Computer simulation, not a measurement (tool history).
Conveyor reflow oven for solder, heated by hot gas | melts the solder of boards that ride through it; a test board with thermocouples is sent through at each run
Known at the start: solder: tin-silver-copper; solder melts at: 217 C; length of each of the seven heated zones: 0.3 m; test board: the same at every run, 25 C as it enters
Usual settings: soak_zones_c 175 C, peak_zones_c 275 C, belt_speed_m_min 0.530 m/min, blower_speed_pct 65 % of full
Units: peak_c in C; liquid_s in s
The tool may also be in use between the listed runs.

run   hour  soak_zones_c  peak_zones_c  belt_speed_m_min  blower_speed_pct  peak_c  liquid_s
  1    0.0           175           275             0.530                65   258.5      54.6
  2    7.0           175           275             0.530                65   258.6      54.6
  3   13.4           175           275             0.530                65   258.9      54.6
  4   24.0           175           275             0.530                65   258.3      54.4
  5   30.1           175           275             0.530                65   258.6      54.3
  6   38.0           175           275             0.530                65   258.1      54.5
  7   47.2           175           275             0.530                65   257.9      54.5
  8   55.8           175           275             0.530                64   258.4      54.3
  9   64.8           175           267             0.530                64   250.7      50.1
 10   75.3           175           267             0.530                64   251.1      50.2
 11   82.5           175           275             0.530                65   257.9      54.2
 12   91.4           173           275             0.530                65   257.6      53.4
 13  100.2           175           275             0.530                65   257.9      54.3
 14  107.2           175           288             0.530                65   269.0      59.8
 15  116.6           175           275             0.530                65   257.8      54.2
 16  125.3           171           275             0.427                65   264.2      70.6
 17  135.0           171           275             0.427                65   264.0      71.0
 18  141.1           178           268             0.618                65   246.8      40.2
 19  153.7           172           281             0.515                73   264.2      58.6
 20  159.8           179           275             0.597                54   251.7      44.5
 21  169.7           171           275             0.530                61   256.0      51.6
 22  178.8           171           285             0.423                61   272.3      75.7
 23  186.3           175           275             0.530                55   255.2      52.3
 24  193.4           175           273             0.434                65   261.8      70.0
 25  203.1           189           284             0.530                65   269.6      64.3
 26  208.5           180           278             0.599                85   261.4      51.0
 27  216.9           180           278             0.599                85   261.5      51.1
 28  224.9           179           285             0.530                65   268.5      60.8
 29  234.6           179           285             0.530                65   268.6      60.5
 30  243.9           179           285             0.530                65   269.1      61.0

Not shown: 2 entries that the log had between the listed runs. Between which runs, and how does the tool's hidden state differ before and after?
Between runs 18 and 19: flux residue cleaned out of gas plates and filters (hour 147.1)
  heat that the gas passes to the board, % of a clean oven's: 93.7 -> 92.3; true gas temperature in zones 6 and 7 over the reading, C: 0.75 -> 0.76
  measured less the result without the state, peak_c: -1.0 -> -1.3 C; liquid_s: -1.1 -> -0.8 s
Between runs 24 and 25: flux residue cleaned out of gas plates and filters, once more (hour 200.8)
  heat that the gas passes to the board, % of a clean oven's: 91.2 -> 99.9; belt's true speed, % of the reading: 99.92 -> 99.91
  measured less the result without the state, peak_c: -0.9 -> +0.8 C; liquid_s: -0.7 -> +0.4 s

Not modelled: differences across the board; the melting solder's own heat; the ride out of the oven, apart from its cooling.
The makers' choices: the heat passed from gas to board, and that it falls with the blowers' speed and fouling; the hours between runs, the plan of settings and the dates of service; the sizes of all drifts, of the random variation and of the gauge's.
